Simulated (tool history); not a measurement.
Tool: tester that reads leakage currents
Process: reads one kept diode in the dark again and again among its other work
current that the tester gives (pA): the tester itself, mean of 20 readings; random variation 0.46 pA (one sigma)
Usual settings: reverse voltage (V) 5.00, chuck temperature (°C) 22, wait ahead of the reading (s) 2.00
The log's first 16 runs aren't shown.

| run | hour | reverse voltage (V) | chuck temperature (°C) | wait ahead of the reading (s) | hours of work since the probe card was cleaned | hours of work since the tester was calibrated | hours of work since the chuck was calibrated | current that the tester gives (pA) |
|---|---|---|---|---|---|---|---|---|
| 17 | 2599.8 | 5.00 | 22 | 2.00 | 372 | 2747 | 236 | 143.52 |
| 18 | 2827.0 | 5.00 | 22 | 2.00 | 466 | 2841 | 329 | 140.78 |
| 19 | 3027.8 | 5.00 | 36 | 9.57 | 549 | 2924 | 412 | 467.38 |
| 20 | 3227.2 | 16.64 | 31 | 2.74 | 631 | 3006 | 495 | 618.17 |
|  | 3441.9 | chuck's temperature calibrated |
| 21 | 3457.2 | 16.64 | 31 | 2.74 | 725 | 3100 | 6 | 678.59 |
| 22 | 3663.0 | 16.64 | 31 | 2.74 | 810 | 3185 | 91 | 672.87 |
| 23 | 3839.8 | 16.64 | 31 | 2.74 | 883 | 3258 | 164 | 658.86 |
| 24 | 4073.2 | 16.64 | 31 | 2.74 | 980 | 3355 | 261 | 643.90 |
| 25 | 4284.2 | 7.99 | 46 | 2.00 | 1067 | 3442 | 348 | 1387.42 |
| 26 | 4479.6 | 18.43 | 55 | 0.42 | 1148 | 3523 | 429 | 4445.11 |
| 27 | 4609.5 | 5.00 | 54 | 1.18 | 1202 | 3577 | 483 | 1872.28 |
| 28 | 4726.1 | 5.00 | 24 | 2.88 | 1250 | 3625 | 531 | 163.91 |
|  | 4846.8 | chuck's temperature calibrated |
| 29 | 4958.2 | 1.28 | 22 | 2.00 | 1345 | 3720 | 46 | 68.21 |
| 30 | 5066.3 | 1.92 | 42 | 6.53 | 1390 | 3765 | 91 | 460.90 |
| 31 | 5304.4 | 1.92 | 42 | 6.53 | 1488 | 3863 | 189 | 452.53 |
| 32 | 5449.2 | 1.92 | 42 | 6.53 | 1548 | 3923 | 249 | 445.74 |
| 33 | 5566.9 | 1.33 | 22 | 0.94 | 1597 | 3972 | 298 | 66.72 |
| 34 | 5810.6 | 5.00 | 49 | 1.16 | 1697 | 4072 | 398 | 1330.94 |
| 35 | 6031.4 | 1.95 | 22 | 0.66 | 1789 | 4164 | 490 | 80.84 |

Forecast each of these 3 alternatives for the next run:
| A | 6141.1 | 1.95 | 31 | 1.13 | 1834 | 4209 | 535 | ? |
| B | 6141.1 | 5.00 | 26 | 0.77 | 1834 | 4209 | 535 | ? |
| C | 6141.1 | 1.57 | 58 | 8.12 | 1834 | 4209 | 535 | ? |

| run | current that the tester gives (pA) |
|---|---|
| A | 173.52 |
| B | 200.43 |
| C | 1278.15 |
Without the tool's hidden state the same runs would have given:
| run | current that the tester gives (pA) |
|---|---|
| A | 192.26 |
| B | 217.46 |
| C | 1416.43 |

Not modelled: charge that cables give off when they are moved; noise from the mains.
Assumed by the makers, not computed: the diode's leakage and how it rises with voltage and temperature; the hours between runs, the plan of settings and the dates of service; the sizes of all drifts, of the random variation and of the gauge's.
